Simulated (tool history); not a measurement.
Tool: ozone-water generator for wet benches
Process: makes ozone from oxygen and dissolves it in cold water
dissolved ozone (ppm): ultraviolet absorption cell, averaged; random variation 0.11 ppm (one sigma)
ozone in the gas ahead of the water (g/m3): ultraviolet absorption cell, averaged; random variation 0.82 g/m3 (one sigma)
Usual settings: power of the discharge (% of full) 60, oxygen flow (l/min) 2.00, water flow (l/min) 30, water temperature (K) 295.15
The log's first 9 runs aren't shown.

| run | hour | power of the discharge (% of full) | oxygen flow (l/min) | water flow (l/min) | water temperature (K) | hours of work since the electrodes were changed | hours of work since the contactor was cleaned | hours of work since the thermometer was calibrated | dissolved ozone (ppm) | ozone in the gas ahead of the water (g/m3) |
|---|---|---|---|---|---|---|---|---|---|---|
| 10 | 1125.3 | 60 | 2.00 | 23 | 295.15 | 2001 | 4808 | 1228 | 7.1 | 124.8 |
| 11 | 1246.9 | 60 | 2.00 | 23 | 295.15 | 2106 | 4913 | 1333 | 7.0 | 123.4 |
| 12 | 1399.5 | 60 | 2.00 | 23 | 295.15 | 2237 | 5045 | 1465 | 7.2 | 124.6 |
| 13 | 1537.6 | 60 | 2.00 | 30 | 300.15 | 2357 | 5164 | 1584 | 5.5 | 122.8 |
| 14 | 1673.0 | 60 | 2.00 | 30 | 300.15 | 2473 | 5281 | 1700 | 5.4 | 124.5 |
| 15 | 1760.8 | 60 | 2.00 | 30 | 300.15 | 2549 | 5356 | 1776 | 5.3 | 123.7 |
| 16 | 1880.5 | 63 | 2.00 | 30 | 295.15 | 2652 | 5460 | 1879 | 5.7 | 128.2 |
| 17 | 2041.2 | 60 | 1.49 | 30 | 295.15 | 2791 | 5598 | 2018 | 5.3 | 150.7 |
| 18 | 2148.6 | 60 | 1.49 | 26 | 295.15 | 2883 | 5691 | 2110 | 6.1 | 149.9 |
| 19 | 2259.8 | 78 | 1.49 | 26 | 295.15 | 2979 | 5787 | 2206 | 7.6 | 188.8 |
| 20 | 2421.7 | 78 | 1.49 | 26 | 295.15 | 3119 | 5926 | 2346 | 7.6 | 185.7 |
| 21 | 2592.9 | 60 | 2.00 | 30 | 295.15 | 3266 | 6074 | 2494 | 5.4 | 121.0 |
| 22 | 2690.7 | 60 | 2.00 | 30 | 295.15 | 3351 | 6158 | 2578 | 5.4 | 121.8 |
| 23 | 2839.9 | 60 | 2.00 | 35 | 295.15 | 3479 | 6287 | 2707 | 4.7 | 121.7 |
| 24 | 3007.0 | 60 | 2.00 | 24 | 295.15 | 3623 | 6431 | 2851 | 6.6 | 120.8 |
| 25 | 3166.8 | 60 | 2.00 | 24 | 295.15 | 3761 | 6569 | 2988 | 6.7 | 120.2 |

The next listed run, before its measurement:
| 26 | 3281.3 | 66 | 2.55 | 46 | 291.15 | 3860 | 6667 | 3087 | ? | ? |

{"run 26": {"dissolved ozone (ppm)": 4.1, "ozone in the gas ahead of the water (g/m3)": 110.0}}
Without the tool's hidden state the same run would have given dissolved ozone (ppm) 4.5, ozone in the gas ahead of the water (g/m3) 118.4.

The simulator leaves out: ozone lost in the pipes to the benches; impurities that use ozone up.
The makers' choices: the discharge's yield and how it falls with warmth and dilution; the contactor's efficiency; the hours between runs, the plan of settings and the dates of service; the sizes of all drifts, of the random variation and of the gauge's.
